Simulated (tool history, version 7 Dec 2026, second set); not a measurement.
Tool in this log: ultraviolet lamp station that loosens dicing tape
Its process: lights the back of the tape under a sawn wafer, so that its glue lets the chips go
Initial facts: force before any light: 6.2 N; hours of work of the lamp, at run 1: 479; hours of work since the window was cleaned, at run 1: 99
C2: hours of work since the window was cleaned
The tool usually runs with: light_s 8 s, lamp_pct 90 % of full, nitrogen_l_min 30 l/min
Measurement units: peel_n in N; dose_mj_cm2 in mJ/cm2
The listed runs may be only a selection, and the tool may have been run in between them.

{"run": 1, "hour": 0.0, "light_s": 8, "lamp_pct": 90, "nitrogen_l_min": 30, "hours of work of the lamp": 479, "C2": 99, "peel_n": 0.799, "dose_mj_cm2": 434}
{"run": 2, "hour": 10.7, "light_s": 8, "lamp_pct": 90, "nitrogen_l_min": 30, "hours of work of the lamp": 486, "C2": 106, "peel_n": 0.855, "dose_mj_cm2": 435}
{"run": 3, "hour": 30.1, "light_s": 8, "lamp_pct": 90, "nitrogen_l_min": 30, "hours of work of the lamp": 499, "C2": 119, "peel_n": 0.871, "dose_mj_cm2": 427}
{"run": 4, "hour": 42.1, "light_s": 8, "lamp_pct": 90, "nitrogen_l_min": 30, "hours of work of the lamp": 507, "C2": 127, "peel_n": 0.862, "dose_mj_cm2": 430}
{"run": 5, "hour": 57.2, "light_s": 8, "lamp_pct": 90, "nitrogen_l_min": 25, "hours of work of the lamp": 517, "C2": 137, "peel_n": 0.955, "dose_mj_cm2": 425}
{"run": 6, "hour": 77.0, "light_s": 8, "lamp_pct": 90, "nitrogen_l_min": 30, "hours of work of the lamp": 530, "C2": 150, "peel_n": 0.924, "dose_mj_cm2": 417}
{"run": 7, "hour": 89.5, "light_s": 8, "lamp_pct": 90, "nitrogen_l_min": 30, "hours of work of the lamp": 539, "C2": 158, "peel_n": 0.878, "dose_mj_cm2": 420}
{"run": 8, "hour": 105.9, "light_s": 8, "lamp_pct": 90, "nitrogen_l_min": 30, "hours of work of the lamp": 550, "C2": 169, "peel_n": 0.888, "dose_mj_cm2": 421}
{"run": 9, "hour": 114.8, "light_s": 8, "lamp_pct": 90, "nitrogen_l_min": 30, "hours of work of the lamp": 556, "C2": 175, "peel_n": 0.946, "dose_mj_cm2": 414}
{"run": 10, "hour": 134.2, "light_s": 8, "lamp_pct": 90, "nitrogen_l_min": 30, "hours of work of the lamp": 568, "C2": 188, "peel_n": 0.928, "dose_mj_cm2": 411}
{"run": 11, "hour": 150.6, "light_s": 8, "lamp_pct": 90, "nitrogen_l_min": 30, "hours of work of the lamp": 579, "C2": 199, "peel_n": 0.902, "dose_mj_cm2": 413}
{"run": 12, "hour": 170.1, "light_s": 8, "lamp_pct": 90, "nitrogen_l_min": 30, "hours of work of the lamp": 592, "C2": 212, "peel_n": 0.939, "dose_mj_cm2": 412}
{"run": 13, "hour": 182.4, "light_s": 8, "lamp_pct": 90, "nitrogen_l_min": 30, "hours of work of the lamp": 601, "C2": 220, "peel_n": 0.945, "dose_mj_cm2": 408}
{"run": 14, "hour": 200.9, "light_s": 8, "lamp_pct": 90, "nitrogen_l_min": 26, "hours of work of the lamp": 613, "C2": 232, "peel_n": 1.001, "dose_mj_cm2": 407}
{"run": 15, "hour": 219.0, "light_s": 8, "lamp_pct": 90, "nitrogen_l_min": 11, "hours of work of the lamp": 625, "C2": 244, "peel_n": 1.406, "dose_mj_cm2": 399}
{"run": 16, "hour": 229.9, "light_s": 8, "lamp_pct": 90, "nitrogen_l_min": 11, "hours of work of the lamp": 632, "C2": 252, "peel_n": 1.385, "dose_mj_cm2": 401}
{"run": 17, "hour": 244.7, "light_s": 8, "lamp_pct": 90, "nitrogen_l_min": 11, "hours of work of the lamp": 642, "C2": 262, "peel_n": 1.407, "dose_mj_cm2": 396}
{"hour": 246.5, "done": "window cleaned of glue's vapour"}
{"run": 18, "hour": 262.4, "light_s": 8, "lamp_pct": 90, "nitrogen_l_min": 17, "hours of work of the lamp": 653, "C2": 11, "peel_n": 1.258, "dose_mj_cm2": 390}
{"run": 19, "hour": 276.8, "light_s": 8, "lamp_pct": 90, "nitrogen_l_min": 17, "hours of work of the lamp": 663, "C2": 20, "peel_n": 1.205, "dose_mj_cm2": 395}
{"run": 20, "hour": 289.9, "light_s": 4, "lamp_pct": 77, "nitrogen_l_min": 53, "hours of work of the lamp": 672, "C2": 29, "peel_n": 2.675, "dose_mj_cm2": 162}
{"run": 21, "hour": 302.9, "light_s": 7, "lamp_pct": 90, "nitrogen_l_min": 25, "hours of work of the lamp": 680, "C2": 38, "peel_n": 1.366, "dose_mj_cm2": 336}
{"run": 22, "hour": 322.1, "light_s": 7, "lamp_pct": 65, "nitrogen_l_min": 21, "hours of work of the lamp": 693, "C2": 50, "peel_n": 2.161, "dose_mj_cm2": 242}
{"run": 23, "hour": 337.0, "light_s": 7, "lamp_pct": 67, "nitrogen_l_min": 48, "hours of work of the lamp": 703, "C2": 60, "peel_n": 1.832, "dose_mj_cm2": 248}
{"hour": 338.8, "done": "window cleaned of glue's vapour, once more"}
{"run": 24, "hour": 349.5, "light_s": 14, "lamp_pct": 92, "nitrogen_l_min": 28, "hours of work of the lamp": 711, "C2": 7, "peel_n": 0.269, "dose_mj_cm2": 723}
{"run": 25, "hour": 363.4, "light_s": 7, "lamp_pct": 84, "nitrogen_l_min": 22, "hours of work of the lamp": 720, "C2": 16, "peel_n": 1.445, "dose_mj_cm2": 330}
{"run": 26, "hour": 371.5, "light_s": 8, "lamp_pct": 87, "nitrogen_l_min": 47, "hours of work of the lamp": 726, "C2": 22, "peel_n": 0.913, "dose_mj_cm2": 387}
{"run": 27, "hour": 383.8, "light_s": 14, "lamp_pct": 89, "nitrogen_l_min": 30, "hours of work of the lamp": 734, "C2": 30, "peel_n": 0.305, "dose_mj_cm2": 696}
{"run": 28, "hour": 400.9, "light_s": 14, "lamp_pct": 89, "nitrogen_l_min": 30, "hours of work of the lamp": 745, "C2": 41, "peel_n": 0.317, "dose_mj_cm2": 694}
{"run": 29, "hour": 412.3, "light_s": 16, "lamp_pct": 82, "nitrogen_l_min": 30, "hours of work of the lamp": 753, "C2": 49, "peel_n": 0.273, "dose_mj_cm2": 722}
{"run": 30, "hour": 428.7, "light_s": 9, "lamp_pct": 76, "nitrogen_l_min": 10, "hours of work of the lamp": 764, "C2": 60, "peel_n": 1.5, "dose_mj_cm2": 377}
{"run": 31, "hour": 439.1, "light_s": 9, "lamp_pct": 76, "nitrogen_l_min": 47, "hours of work of the lamp": 771, "C2": 67, "peel_n": 0.979, "dose_mj_cm2": 370}
{"run": 32, "hour": 448.9, "light_s": 7, "lamp_pct": 90, "nitrogen_l_min": 30, "hours of work of the lamp": 777, "C2": 73, "peel_n": 1.298, "dose_mj_cm2": 342}
{"run": 33, "hour": 457.1, "light_s": 7, "lamp_pct": 90, "nitrogen_l_min": 30, "hours of work of the lamp": 783, "C2": 79, "peel_n": 1.287, "dose_mj_cm2": 344}
{"run": 34, "hour": 466.2, "light_s": 12, "lamp_pct": 100, "nitrogen_l_min": 30, "hours of work of the lamp": 789, "C2": 85, "peel_n": 0.355, "dose_mj_cm2": 645}

Consider 5 possible next runs. They are alternatives, not a sequence: every one starts from the tool as it was left by run 34. What does each give?
{"run": "A", "hour": 485.1, "light_s": 4, "lamp_pct": 100, "nitrogen_l_min": 30, "hours of work of the lamp": 801, "C2": 97, "peel_n": "?", "dose_mj_cm2": "?"}
{"run": "B", "hour": 485.1, "light_s": 8, "lamp_pct": 90, "nitrogen_l_min": 33, "hours of work of the lamp": 801, "C2": 97, "peel_n": "?", "dose_mj_cm2": "?"}
{"run": "C", "hour": 485.1, "light_s": 10, "lamp_pct": 84, "nitrogen_l_min": 24, "hours of work of the lamp": 801, "C2": 97, "peel_n": "?", "dose_mj_cm2": "?"}
{"run": "D", "hour": 485.1, "light_s": 9, "lamp_pct": 90, "nitrogen_l_min": 10, "hours of work of the lamp": 801, "C2": 97, "peel_n": "?", "dose_mj_cm2": "?"}
{"run": "E", "hour": 485.1, "light_s": 12, "lamp_pct": 79, "nitrogen_l_min": 60, "hours of work of the lamp": 801, "C2": 97, "peel_n": "?", "dose_mj_cm2": "?"}

run=A peel_n=2.203 dose_mj_cm2=216
run=B peel_n=1.020 dose_mj_cm2=379
run=C peel_n=0.858 dose_mj_cm2=451
run=D peel_n=1.267 dose_mj_cm2=438
run=E peel_n=0.472 dose_mj_cm2=507
With the hidden condition removed and each run's random variation left untouched, the same runs would have given:
run=A peel_n=1.564 dose_mj_cm2=290
run=B peel_n=0.575 dose_mj_cm2=512
run=C peel_n=0.460 dose_mj_cm2=606
run=D peel_n=0.753 dose_mj_cm2=589
run=E peel_n=0.228 dose_mj_cm2=683
